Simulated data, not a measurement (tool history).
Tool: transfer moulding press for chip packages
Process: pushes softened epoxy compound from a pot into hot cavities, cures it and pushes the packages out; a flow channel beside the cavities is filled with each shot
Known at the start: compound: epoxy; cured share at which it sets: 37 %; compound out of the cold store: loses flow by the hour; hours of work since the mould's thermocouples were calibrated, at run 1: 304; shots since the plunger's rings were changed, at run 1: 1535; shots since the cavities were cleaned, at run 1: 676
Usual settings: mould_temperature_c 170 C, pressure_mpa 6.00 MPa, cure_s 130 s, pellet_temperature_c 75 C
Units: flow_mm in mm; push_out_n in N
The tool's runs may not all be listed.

run,hour,mould_temperature_c,pressure_mpa,cure_s,pellet_temperature_c,hours of work since the mould's thermocouples were calibrated,shots since the plunger's rings were changed,shots since the cavities were cleaned,incoming compound's hours out of the cold store,flow_mm,push_out_n
1,0.0,170,6.00,130,75,304,1535,676,27.3,678,389
# hour 25.4: cavities cleaned with cleaning compound and waxed
2,33.0,170,6.00,148,75,324,1806,66,45.6,612,259
3,57.2,170,6.00,148,75,339,2014,274,12.8,732,307
4,79.6,170,6.00,148,75,353,2207,467,22.2,693,360
5,98.0,170,6.00,148,75,365,2365,625,43.0,614,380
6,122.7,170,6.00,130,75,381,2578,838,38.9,627,392
# hour 127.2: cavities cleaned with cleaning compound and waxed
7,140.5,170,6.00,130,70,391,2718,115,41.2,617,260
8,167.8,170,6.00,160,75,409,2953,350,33.5,644,308
9,181.5,170,6.00,130,75,417,3071,468,32.5,645,350
10,206.3,170,6.00,130,75,433,3284,681,46.9,600,359
# hour 210.0: mould's thermocouples calibrated
# hour 232.9: cavities cleaned with cleaning compound and waxed
11,236.1,170,6.00,130,75,16,3510,28,9.5,730,265
# hour 247.9: plunger's sealing rings changed
12,262.2,176,6.00,130,75,31,123,231,47.6,609,285
13,292.0,176,6.00,130,75,50,379,487,22.8,689,342
14,319.1,176,6.00,130,75,67,612,720,8.4,745,385
15,333.3,170,4.99,130,75,76,735,843,39.7,580,412
# hour 336.9: cavities cleaned with cleaning compound and waxed
16,351.3,170,4.99,161,71,86,877,124,24.0,632,265
17,369.9,170,4.99,161,71,98,1037,284,11.8,676,305
18,389.4,170,7.22,144,71,111,1205,452,16.0,792,347
# hour 399.1: mould's thermocouples calibrated, once more
19,419.3,170,7.22,144,71,13,1445,692,31.0,727,385
20,434.0,170,7.22,144,71,22,1571,818,13.4,807,394
# hour 440.6: cavities cleaned with cleaning compound and waxed
21,460.8,176,6.00,130,75,38,1789,174,9.2,732,281
22,476.4,176,6.00,130,75,48,1923,308,19.5,694,310
23,490.8,176,6.00,130,75,57,2046,431,28.3,662,329
24,523.0,170,5.59,123,85,78,2324,709,32.0,631,405
# hour 543.8: cavities cleaned with cleaning compound and waxed
25,545.7,170,5.59,123,85,91,2506,16,31.1,627,246
26,573.5,170,5.59,123,85,109,2745,255,13.2,697,319
27,604.4,174,5.98,158,68,129,3011,521,23.2,675,344
28,630.7,174,7.33,158,66,145,3237,747,19.8,757,378

4 ways to go on from here, each from the tool as it stands after run 28. What would each give?
# hour 645.6: cavities cleaned with cleaning compound and waxed
A,659.4,174,7.33,131,79,163,3471,118,15.5,?,?
# hour 645.6: cavities cleaned with cleaning compound and waxed
B,659.4,166,5.97,158,79,163,3471,118,32.8,?,?
# hour 645.6: cavities cleaned with cleaning compound and waxed
C,659.4,168,6.00,129,78,163,3471,118,27.1,?,?
# hour 645.6: cavities cleaned with cleaning compound and waxed
D,659.4,174,6.07,158,66,163,3471,118,33.6,?,?

run,flow_mm,push_out_n
A,770,266
B,643,268
C,667,276
D,635,254
Without the tool's hidden state the same runs would have given:
run,flow_mm,push_out_n
A,804,228
B,672,228
C,697,234
D,664,215
